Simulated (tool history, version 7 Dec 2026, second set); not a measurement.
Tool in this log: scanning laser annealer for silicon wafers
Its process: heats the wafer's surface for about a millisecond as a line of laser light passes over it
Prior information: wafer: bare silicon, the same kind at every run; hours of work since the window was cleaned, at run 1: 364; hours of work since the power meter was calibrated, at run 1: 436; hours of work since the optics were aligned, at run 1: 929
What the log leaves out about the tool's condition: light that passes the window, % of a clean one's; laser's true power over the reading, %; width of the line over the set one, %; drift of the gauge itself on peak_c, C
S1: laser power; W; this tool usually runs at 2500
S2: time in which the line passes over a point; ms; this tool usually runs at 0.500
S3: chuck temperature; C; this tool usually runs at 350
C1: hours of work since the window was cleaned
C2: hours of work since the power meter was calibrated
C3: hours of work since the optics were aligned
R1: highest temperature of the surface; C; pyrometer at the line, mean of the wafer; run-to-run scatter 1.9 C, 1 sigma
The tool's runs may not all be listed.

run	hour	S1	S2	S3	C1	C2	C3	R1
1	0.0	2500	0.500	350	364	436	929	1080
2	26.2	2500	0.600	350	379	451	944	1146
3	46.2	2500	0.600	350	391	462	955	1145
4	60.3	2500	0.595	350	399	470	964	1143
5	82.3	2500	0.500	371	412	483	976	1097
6	106.1	2500	0.530	350	425	497	990	1099
7	128.5	2500	0.530	350	438	510	1003	1097
8	151.3	2500	0.500	338	451	523	1016	1062
9	167.3	2500	0.500	338	461	532	1025	1059
10	190.9	2500	0.500	338	474	545	1039	1065
11	204.3	2500	0.500	338	482	553	1047	1059
12	232.7	2500	0.500	350	498	569	1063	1068
13	259.0	2170	0.500	350	513	585	1078	946
14	286.9	2500	0.402	350	529	601	1094	998
15	314.3	2500	0.402	350	545	616	1110	995
16	340.0	2500	0.402	350	560	631	1125	995
17	356.9	2500	0.402	350	570	641	1134	996
18	384.2	2500	0.402	350	585	657	1150	994
19	399.0	2500	0.500	350	594	665	1159	1069
20	426.7	2500	0.475	350	610	681	1175	1047
21	454.3	2500	0.475	350	626	697	1190	1048
22	475.5	2500	0.500	360	638	709	1203	1071
23	489.1	2500	0.500	360	646	717	1210	1075
24	516.7	2500	0.500	360	662	733	1226	1069
25	532.0	2573	0.501	341	670	742	1235	1083
26	552.2	2573	0.501	341	682	753	1247	1077
27	573.5	2573	0.501	341	694	766	1259	1078
28	596.4	2500	0.530	350	708	779	1272	1078
29	622.3	2500	0.530	350	722	794	1287	1080
30	647.6	2500	0.494	389	737	808	1302	1090
31	674.5	2500	0.570	358	753	824	1317	1112
32	691.9	2740	0.609	350	763	834	1327	1228
33	706.7	2170	0.500	348	771	842	1336	935
34	724.1	2170	0.500	365	781	852	1346	947
35	746.2	2331	0.419	325	794	865	1358	915
36	765.7	2331	0.535	384	805	876	1370	1046
37	777.7	2292	0.399	386	812	883	1377	946
38	791.6	2292	0.399	386	820	891	1385	949
39	820.1	2292	0.399	386	836	908	1401	948
40	845.5	2617	0.500	356	851	922	1416	1102
41	868.0	2199	0.554	348	864	935	1429	969

Below, each run's measurement less what the same run would have read without the hidden state. Both values contain the same run-to-run variation, but the gauge's scatter may not be the same in both:
run	R1
1	-36
2	-41
3	-42
4	-42
5	-39
6	-41
7	-41
8	-41
9	-42
10	-43
11	-43
12	-44
13	-37
14	-42
15	-43
16	-43
17	-44
18	-44
19	-50
20	-50
21	-51
22	-53
23	-53
24	-54
25	-57
26	-57
27	-58
28	-58
29	-59
30	-58
31	-64
32	-74
33	-50
34	-50
35	-52
36	-58
37	-50
38	-50
39	-51
40	-69
41	-58
